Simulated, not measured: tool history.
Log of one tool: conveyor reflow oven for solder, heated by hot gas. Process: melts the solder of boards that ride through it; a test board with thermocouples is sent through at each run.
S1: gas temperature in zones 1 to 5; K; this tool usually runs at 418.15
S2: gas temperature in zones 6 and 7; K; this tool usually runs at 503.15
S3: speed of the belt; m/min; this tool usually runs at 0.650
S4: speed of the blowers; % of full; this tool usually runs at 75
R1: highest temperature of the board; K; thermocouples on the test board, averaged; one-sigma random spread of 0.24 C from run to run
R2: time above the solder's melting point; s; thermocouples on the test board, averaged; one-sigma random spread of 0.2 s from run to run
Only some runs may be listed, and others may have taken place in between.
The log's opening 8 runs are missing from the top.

| run | hour | S1 | S2 | S3 | S4 | R1 | R2 |
|---|---|---|---|---|---|---|---|
| 9 | 90.2 | 418.15 | 503.15 | 0.599 | 75 | 492.05 | 56.8 |
| 10 | 106.1 | 418.15 | 503.15 | 0.650 | 75 | 490.15 | 50.6 |
|  | 119.0 | flux residue cleaned out of gas plates and filters |
| 11 | 122.3 | 418.15 | 503.15 | 0.650 | 75 | 490.05 | 50.8 |
| 12 | 136.7 | 418.15 | 503.15 | 0.650 | 75 | 489.95 | 51.0 |
| 13 | 156.1 | 418.15 | 503.15 | 0.650 | 75 | 490.05 | 51.0 |
| 14 | 164.6 | 418.15 | 503.15 | 0.650 | 74 | 489.85 | 50.7 |
| 15 | 181.6 | 418.15 | 503.15 | 0.650 | 74 | 489.95 | 50.7 |
| 16 | 193.9 | 418.15 | 499.15 | 0.650 | 75 | 486.65 | 48.5 |
| 17 | 202.1 | 426.15 | 502.15 | 0.771 | 64 | 483.75 | 40.0 |
| 18 | 211.4 | 412.15 | 503.15 | 0.611 | 83 | 491.95 | 54.2 |
| 19 | 221.6 | 418.15 | 503.15 | 0.650 | 58 | 486.35 | 48.0 |
| 20 | 229.9 | 418.15 | 514.15 | 0.650 | 75 | 499.95 | 55.7 |
| 21 | 245.9 | 420.15 | 512.15 | 0.558 | 66 | 500.75 | 66.7 |
| 22 | 255.6 | 406.15 | 518.15 | 0.689 | 75 | 499.25 | 49.3 |
| 23 | 272.9 | 419.15 | 503.15 | 0.733 | 75 | 486.85 | 43.0 |
| 24 | 285.1 | 429.15 | 503.15 | 0.670 | 70 | 490.35 | 53.2 |
| 25 | 300.1 | 410.15 | 497.15 | 0.707 | 74 | 481.25 | 37.4 |
|  | 318.7 | belt drive overhauled, speed set with a stopwatch |
| 26 | 318.9 | 410.15 | 497.15 | 0.707 | 74 | 481.15 | 37.1 |
| 27 | 329.5 | 410.15 | 497.15 | 0.707 | 74 | 480.75 | 37.7 |
| 28 | 341.1 | 423.15 | 518.15 | 0.707 | 74 | 501.05 | 53.0 |
| 29 | 351.9 | 423.15 | 518.15 | 0.707 | 74 | 500.85 | 53.3 |
| 30 | 363.0 | 423.15 | 518.15 | 0.707 | 74 | 501.15 | 53.2 |

Forecast each of these 3 alternatives for the next run:
| A | 373.2 | 416.15 | 518.15 | 0.531 | 74 | ? | ? |
| B | 373.2 | 406.15 | 493.15 | 0.556 | 74 | ? | ? |
| C | 373.2 | 414.15 | 492.15 | 0.707 | 84 | ? | ? |

| run | R1 | R2 |
|---|---|---|
| A | 508.05 | 72.1 |
| B | 483.25 | 51.0 |
| C | 479.25 | 37.6 |
With no hidden state in the tool, these same runs would have given:
| run | R1 | R2 |
|---|---|---|
| A | 508.15 | 72.2 |
| B | 483.25 | 51.0 |
| C | 479.35 | 37.6 |

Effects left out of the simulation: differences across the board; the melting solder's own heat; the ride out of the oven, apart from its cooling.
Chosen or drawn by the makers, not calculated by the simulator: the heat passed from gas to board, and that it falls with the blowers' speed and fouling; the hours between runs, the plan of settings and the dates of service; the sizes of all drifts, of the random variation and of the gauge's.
